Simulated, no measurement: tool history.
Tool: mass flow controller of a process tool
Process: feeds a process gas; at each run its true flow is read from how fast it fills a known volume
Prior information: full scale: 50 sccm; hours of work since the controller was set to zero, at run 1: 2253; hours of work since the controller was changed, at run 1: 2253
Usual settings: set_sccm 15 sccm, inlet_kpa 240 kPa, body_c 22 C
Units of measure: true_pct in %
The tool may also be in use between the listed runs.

run    hour  set_sccm  inlet_kpa  body_c  hours of work since the controller was set to zero  hours of work since the controller was changed  true_pct
  1       0        15        240      22                                                2253                                            2253     96.78
  2   202.3        15        240      22                                                2412                                            2412     96.74
  3   362.9        15        240      22                                                2537                                            2537     96.76
  4   455.3        15        240      22                                                2610                                            2610     96.45
  5   600.9         5        240      22                                                2724                                            2724     91.36
  6   757.2        15        240      22                                                2846                                            2846     96.47
  7   919.5        15        240      22                                                2973                                            2973     96.48
  8  1021.5        15        205      22                                                3053                                            3053     96.41
  9    1225        15        205      22                                                3213                                            3213     96.31
 10  1339.5        15        240      22                                                3302                                            3302     96.13
 11  1436.3        15        240      22                                                3378                                            3378     96.13
 12  1540.6        15        240      22                                                3460                                            3460     96.01
 13    1660        15        240      22                                                3553                                            3553     96.04
 14  1795.1        15        240      22                                                3659                                            3659     95.94
 15  1885.6        15        240      22                                                3730                                            3730     95.86
 16  2066.7        15        240      22                                                3872                                            3872     95.75
 17  2202.5        15        240      37                                                3978                                            3978     96.67
 18    2371        15        240      37                                                4110                                            4110     96.69
 19  2498.9        17        240      22                                                4210                                            4210      96.1
 20  2644.6        17        240      22                                                4324                                            4324        96
 21    2773        15        155      39                                                4425                                            4425     96.69
 22  2927.8        15        155      39                                                4546                                            4546     96.78
 23  3124.2        15        155      39                                                4700                                            4700     96.61
 24  3247.7        14        222      40                                                4796                                            4796      96.1
 25  3399.9        14        222      40                                                4916                                            4916      96.1
 26  3503.4        14        279      29                                                4997                                            4997     95.07
 27  3715.2         7        189      22                                                5162                                            5162     89.41
 28  3872.7         7        189      22                                                5286                                            5286      89.3
 29  4015.7         7        189      33                                                5398                                            5398     89.87
 30  4168.2         7        189      28                                                5517                                            5517     89.26
 31  4336.7         6        171      35                                                5649                                            5649        88
     4368.6  -- controller's zero set anew
 32  4544.9         9        244      38                                                 138                                            5812    100.33

For run 33, what comes out?
 33  4738.2        20        195      35                                                 289                                            5963         ?

true_pct: 100.72 %
On a tool with no hidden condition, and with the same random variation, this run would have come out at true_pct 100.05 %.
